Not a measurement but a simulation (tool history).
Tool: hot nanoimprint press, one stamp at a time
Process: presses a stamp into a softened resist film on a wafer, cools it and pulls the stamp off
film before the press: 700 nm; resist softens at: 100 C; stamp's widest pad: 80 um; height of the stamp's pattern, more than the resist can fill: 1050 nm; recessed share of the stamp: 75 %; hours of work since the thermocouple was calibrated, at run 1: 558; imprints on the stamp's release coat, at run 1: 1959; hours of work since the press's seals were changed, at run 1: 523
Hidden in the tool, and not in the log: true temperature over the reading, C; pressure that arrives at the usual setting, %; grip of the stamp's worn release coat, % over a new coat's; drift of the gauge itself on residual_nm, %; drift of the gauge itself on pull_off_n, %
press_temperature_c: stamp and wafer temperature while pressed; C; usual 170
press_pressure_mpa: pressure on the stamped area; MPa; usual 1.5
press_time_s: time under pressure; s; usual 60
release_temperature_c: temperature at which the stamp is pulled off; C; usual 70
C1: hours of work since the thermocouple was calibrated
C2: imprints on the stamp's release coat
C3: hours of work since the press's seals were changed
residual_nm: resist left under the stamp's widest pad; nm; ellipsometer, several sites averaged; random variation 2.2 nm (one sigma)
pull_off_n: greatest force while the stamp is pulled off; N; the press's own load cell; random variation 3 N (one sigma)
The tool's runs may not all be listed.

run 1 hour=0 | press_temperature_c=170 press_pressure_mpa=1.5 press_time_s=60 release_temperature_c=70 | C1=558 C2=1959 C3=523 | residual_nm=330.3 pull_off_n=169
-- hour=12.2 plate thermocouple calibrated
run 2 hour=26.4 | press_temperature_c=170 press_pressure_mpa=1.5 press_time_s=60 release_temperature_c=70 | C1=9 C2=2076 C3=538 | residual_nm=359.6 pull_off_n=186
run 3 hour=37.2 | press_temperature_c=170 press_pressure_mpa=1.5 press_time_s=60 release_temperature_c=70 | C1=16 C2=2130 C3=545 | residual_nm=358.3 pull_off_n=178
-- hour=56.4 stamp cleaned and given a new release coat
run 4 hour=60.2 | press_temperature_c=170 press_pressure_mpa=1.5 press_time_s=60 release_temperature_c=70 | C1=27 C2=19 C3=556 | residual_nm=357.6 pull_off_n=144
run 5 hour=77.6 | press_temperature_c=170 press_pressure_mpa=1.5 press_time_s=60 release_temperature_c=70 | C1=38 C2=106 C3=567 | residual_nm=359.2 pull_off_n=143
run 6 hour=95.7 | press_temperature_c=170 press_pressure_mpa=1.5 press_time_s=60 release_temperature_c=70 | C1=50 C2=196 C3=579 | residual_nm=358.1 pull_off_n=143
run 7 hour=110.2 | press_temperature_c=170 press_pressure_mpa=1.5 press_time_s=60 release_temperature_c=70 | C1=59 C2=269 C3=588 | residual_nm=362.4 pull_off_n=144
run 8 hour=130.7 | press_temperature_c=170 press_pressure_mpa=1.5 press_time_s=60 release_temperature_c=70 | C1=72 C2=371 C3=601 | residual_nm=355.2 pull_off_n=150
-- hour=140.7 press's hydraulic seals changed and the load cell set to zero
run 9 hour=163.2 | press_temperature_c=170 press_pressure_mpa=1.5 press_time_s=60 release_temperature_c=70 | C1=88 C2=494 C3=14 | residual_nm=352 pull_off_n=149
run 10 hour=184.1 | press_temperature_c=170 press_pressure_mpa=1.5 press_time_s=60 release_temperature_c=70 | C1=101 C2=599 C3=28 | residual_nm=352.5 pull_off_n=153
run 11 hour=202.7 | press_temperature_c=170 press_pressure_mpa=1.5 press_time_s=60 release_temperature_c=70 | C1=113 C2=692 C3=40 | residual_nm=352.8 pull_off_n=152
run 12 hour=215.9 | press_temperature_c=170 press_pressure_mpa=1.5 press_time_s=60 release_temperature_c=70 | C1=121 C2=757 C3=48 | residual_nm=352.9 pull_off_n=159
run 13 hour=234.7 | press_temperature_c=170 press_pressure_mpa=1.5 press_time_s=60 release_temperature_c=70 | C1=134 C2=851 C3=60 | residual_nm=345.7 pull_off_n=151
run 14 hour=258 | press_temperature_c=170 press_pressure_mpa=1.5 press_time_s=43 release_temperature_c=70 | C1=148 C2=968 C3=75 | residual_nm=389.6 pull_off_n=162
run 15 hour=280.6 | press_temperature_c=170 press_pressure_mpa=1.5 press_time_s=43 release_temperature_c=70 | C1=163 C2=1081 C3=90 | residual_nm=389.8 pull_off_n=161
run 16 hour=293.7 | press_temperature_c=180 press_pressure_mpa=1.13 press_time_s=60 release_temperature_c=74 | C1=171 C2=1146 C3=98 | residual_nm=252.8 pull_off_n=142
run 17 hour=307.8 | press_temperature_c=180 press_pressure_mpa=1.13 press_time_s=60 release_temperature_c=74 | C1=180 C2=1217 C3=107 | residual_nm=250.8 pull_off_n=143
run 18 hour=332 | press_temperature_c=170 press_pressure_mpa=1.5 press_time_s=72 release_temperature_c=70 | C1=196 C2=1338 C3=123 | residual_nm=326.3 pull_off_n=164
run 19 hour=355.6 | press_temperature_c=170 press_pressure_mpa=1.5 press_time_s=42 release_temperature_c=70 | C1=211 C2=1456 C3=138 | residual_nm=391.1 pull_off_n=167
run 20 hour=378.3 | press_temperature_c=171 press_pressure_mpa=1.5 press_time_s=60 release_temperature_c=56 | C1=226 C2=1570 C3=152 | residual_nm=330.7 pull_off_n=243
run 21 hour=400.8 | press_temperature_c=174 press_pressure_mpa=1.5 press_time_s=60 release_temperature_c=56 | C1=240 C2=1682 C3=167 | residual_nm=285.1 pull_off_n=243
run 22 hour=424 | press_temperature_c=166 press_pressure_mpa=2.37 press_time_s=91 release_temperature_c=60 | C1=255 C2=1798 C3=181 | residual_nm=290.6 pull_off_n=221
run 23 hour=440.1 | press_temperature_c=170 press_pressure_mpa=0.93 press_time_s=60 release_temperature_c=58 | C1=265 C2=1879 C3=192 | residual_nm=414.7 pull_off_n=236
run 24 hour=460.1 | press_temperature_c=179 press_pressure_mpa=1.5 press_time_s=32 release_temperature_c=70 | C1=278 C2=1978 C3=205 | residual_nm=288.1 pull_off_n=171
run 25 hour=484.6 | press_temperature_c=170 press_pressure_mpa=1.3 press_time_s=36 release_temperature_c=70 | C1=294 C2=2101 C3=220 | residual_nm=431.7 pull_off_n=181
run 26 hour=497.3 | press_temperature_c=171 press_pressure_mpa=1.3 press_time_s=116 release_temperature_c=64 | C1=302 C2=2164 C3=228 | residual_nm=268.7 pull_off_n=214
-- hour=511 stamp cleaned and given a new release coat
run 27 hour=517.8 | press_temperature_c=182 press_pressure_mpa=0.98 press_time_s=65 release_temperature_c=69 | C1=311 C2=34 C3=238 | residual_nm=232.9 pull_off_n=146
run 28 hour=539.6 | press_temperature_c=182 press_pressure_mpa=0.98 press_time_s=36 release_temperature_c=59 | C1=325 C2=143 C3=252 | residual_nm=295.5 pull_off_n=190
run 29 hour=550.5 | press_temperature_c=161 press_pressure_mpa=1.25 press_time_s=41 release_temperature_c=72 | C1=332 C2=198 C3=259 | residual_nm=567.1 pull_off_n=133

4 ways to go on from here, each from the tool as it stands after run 29. What would each give?
run A hour=567.5 | press_temperature_c=161 press_pressure_mpa=1.25 press_time_s=41 release_temperature_c=64 | C1=343 C2=283 C3=270 | residual_nm=? pull_off_n=?
run B hour=567.5 | press_temperature_c=166 press_pressure_mpa=1.79 press_time_s=41 release_temperature_c=64 | C1=343 C2=283 C3=270 | residual_nm=? pull_off_n=?
run C hour=567.5 | press_temperature_c=170 press_pressure_mpa=1.89 press_time_s=43 release_temperature_c=69 | C1=343 C2=283 C3=270 | residual_nm=? pull_off_n=?
run D hour=567.5 | press_temperature_c=170 press_pressure_mpa=1.37 press_time_s=64 release_temperature_c=77 | C1=343 C2=283 C3=270 | residual_nm=? pull_off_n=?

run=A residual_nm=560 pull_off_n=166
run=B residual_nm=428.1 pull_off_n=169
run=C residual_nm=347.9 pull_off_n=142
run=D residual_nm=347.2 pull_off_n=117
Without the tool's hidden state the same runs would have given:
run=A residual_nm=580.6 pull_off_n=166
run=B residual_nm=453.4 pull_off_n=169
run=C residual_nm=370.8 pull_off_n=143
run=D residual_nm=370.8 pull_off_n=120
